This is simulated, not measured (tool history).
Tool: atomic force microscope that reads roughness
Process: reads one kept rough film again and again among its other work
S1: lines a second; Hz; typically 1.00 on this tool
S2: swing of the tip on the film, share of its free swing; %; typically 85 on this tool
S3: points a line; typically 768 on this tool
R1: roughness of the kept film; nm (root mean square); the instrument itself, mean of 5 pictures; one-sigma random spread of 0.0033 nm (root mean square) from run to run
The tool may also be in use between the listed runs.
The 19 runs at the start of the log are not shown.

run   hour    S1  S2    S3     R1
     173.3  -- new tip fitted
 20  181.1  1.07  85   768  0.496
 21  187.2  1.68  80  1020  0.478
 22  200.2  1.00  59   686  0.555
 23  213.6  1.00  59   686  0.553
 24  223.0  1.00  59   686  0.558
 25  232.2  1.23  60   262  0.546
 26  238.6  0.76  74   768  0.543
 27  251.1  0.76  74   768  0.545
 28  261.2  1.00  85   259  0.492
 29  274.3  1.95  85   871  0.447
 30  282.5  0.95  75   876  0.531
 31  289.9  1.00  85   747  0.503
 32  295.4  0.56  85   262  0.529

Alternative continuations, all from the tool just after run 32; predict every row:
     299.6  -- new tip fitted
  A  305.7  1.00  80  768   ?
     299.6  -- new tip fitted
  B  305.7  1.20  72  320   ?
     299.6  -- new tip fitted
  C  305.7  0.94  85  768   ?
     299.6  -- new tip fitted
  D  305.7  0.56  76  443   ?
     299.6  -- new tip fitted
  E  305.7  1.00  85  277   ?

run     R1
  A  0.517
  B  0.527
  C  0.504
  D  0.546
  E  0.498
Had the tool no hidden state, the same runs would have come out as:
run     R1
  A  0.517
  B  0.527
  C  0.504
  D  0.546
  E  0.498
